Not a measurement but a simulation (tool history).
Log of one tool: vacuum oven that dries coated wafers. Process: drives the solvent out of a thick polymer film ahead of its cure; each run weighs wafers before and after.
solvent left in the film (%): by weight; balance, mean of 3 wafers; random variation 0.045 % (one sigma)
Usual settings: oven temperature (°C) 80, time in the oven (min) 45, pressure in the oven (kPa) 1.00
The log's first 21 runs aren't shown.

run 22 hour=425.0 | oven_temperature_(°C)=80 time_in_the_oven_(min)=28 pressure_in_the_oven_(kPa)=1.00 | solvent_left_in_the_film_(%)=2.96
run 23 hour=440.8 | oven_temperature_(°C)=76 time_in_the_oven_(min)=59 pressure_in_the_oven_(kPa)=1.23 | solvent_left_in_the_film_(%)=1.60
run 24 hour=453.1 | oven_temperature_(°C)=76 time_in_the_oven_(min)=55 pressure_in_the_oven_(kPa)=1.61 | solvent_left_in_the_film_(%)=2.10
run 25 hour=466.4 | oven_temperature_(°C)=77 time_in_the_oven_(min)=45 pressure_in_the_oven_(kPa)=1.00 | solvent_left_in_the_film_(%)=1.99
-- hour=483.2 oven's thermocouples calibrated
run 26 hour=483.2 | oven_temperature_(°C)=77 time_in_the_oven_(min)=45 pressure_in_the_oven_(kPa)=1.44 | solvent_left_in_the_film_(%)=1.83
run 27 hour=503.8 | oven_temperature_(°C)=70 time_in_the_oven_(min)=25 pressure_in_the_oven_(kPa)=1.00 | solvent_left_in_the_film_(%)=6.44
run 28 hour=531.1 | oven_temperature_(°C)=80 time_in_the_oven_(min)=34 pressure_in_the_oven_(kPa)=1.00 | solvent_left_in_the_film_(%)=1.79
run 29 hour=553.1 | oven_temperature_(°C)=81 time_in_the_oven_(min)=49 pressure_in_the_oven_(kPa)=2.73 | solvent_left_in_the_film_(%)=1.91
run 30 hour=567.1 | oven_temperature_(°C)=88 time_in_the_oven_(min)=26 pressure_in_the_oven_(kPa)=1.74 | solvent_left_in_the_film_(%)=1.41
run 31 hour=593.3 | oven_temperature_(°C)=72 time_in_the_oven_(min)=47 pressure_in_the_oven_(kPa)=1.42 | solvent_left_in_the_film_(%)=2.97
run 32 hour=608.5 | oven_temperature_(°C)=79 time_in_the_oven_(min)=31 pressure_in_the_oven_(kPa)=1.85 | solvent_left_in_the_film_(%)=2.89
run 33 hour=619.9 | oven_temperature_(°C)=80 time_in_the_oven_(min)=26 pressure_in_the_oven_(kPa)=2.85 | solvent_left_in_the_film_(%)=3.78
run 34 hour=645.5 | oven_temperature_(°C)=80 time_in_the_oven_(min)=47 pressure_in_the_oven_(kPa)=1.00 | solvent_left_in_the_film_(%)=1.15
run 35 hour=668.1 | oven_temperature_(°C)=80 time_in_the_oven_(min)=47 pressure_in_the_oven_(kPa)=1.00 | solvent_left_in_the_film_(%)=1.13
run 36 hour=684.0 | oven_temperature_(°C)=95 time_in_the_oven_(min)=45 pressure_in_the_oven_(kPa)=1.19 | solvent_left_in_the_film_(%)=0.49

4 ways to go on from here, each from the tool as it stands after run 36. What would each give?
run A hour=707.4 | oven_temperature_(°C)=69 time_in_the_oven_(min)=79 pressure_in_the_oven_(kPa)=1.00 | solvent_left_in_the_film_(%)=?
run B hour=707.4 | oven_temperature_(°C)=80 time_in_the_oven_(min)=45 pressure_in_the_oven_(kPa)=2.13 | solvent_left_in_the_film_(%)=?
run C hour=707.4 | oven_temperature_(°C)=80 time_in_the_oven_(min)=46 pressure_in_the_oven_(kPa)=2.01 | solvent_left_in_the_film_(%)=?
run D hour=707.4 | oven_temperature_(°C)=80 time_in_the_oven_(min)=66 pressure_in_the_oven_(kPa)=1.01 | solvent_left_in_the_film_(%)=?

run=A solvent_left_in_the_film_(%)=1.93
run=B solvent_left_in_the_film_(%)=1.77
run=C solvent_left_in_the_film_(%)=1.81
run=D solvent_left_in_the_film_(%)=0.80
Without the tool's hidden state the same runs would have given:
run=A solvent_left_in_the_film_(%)=1.73
run=B solvent_left_in_the_film_(%)=1.65
run=C solvent_left_in_the_film_(%)=1.69
run=D solvent_left_in_the_film_(%)=0.65
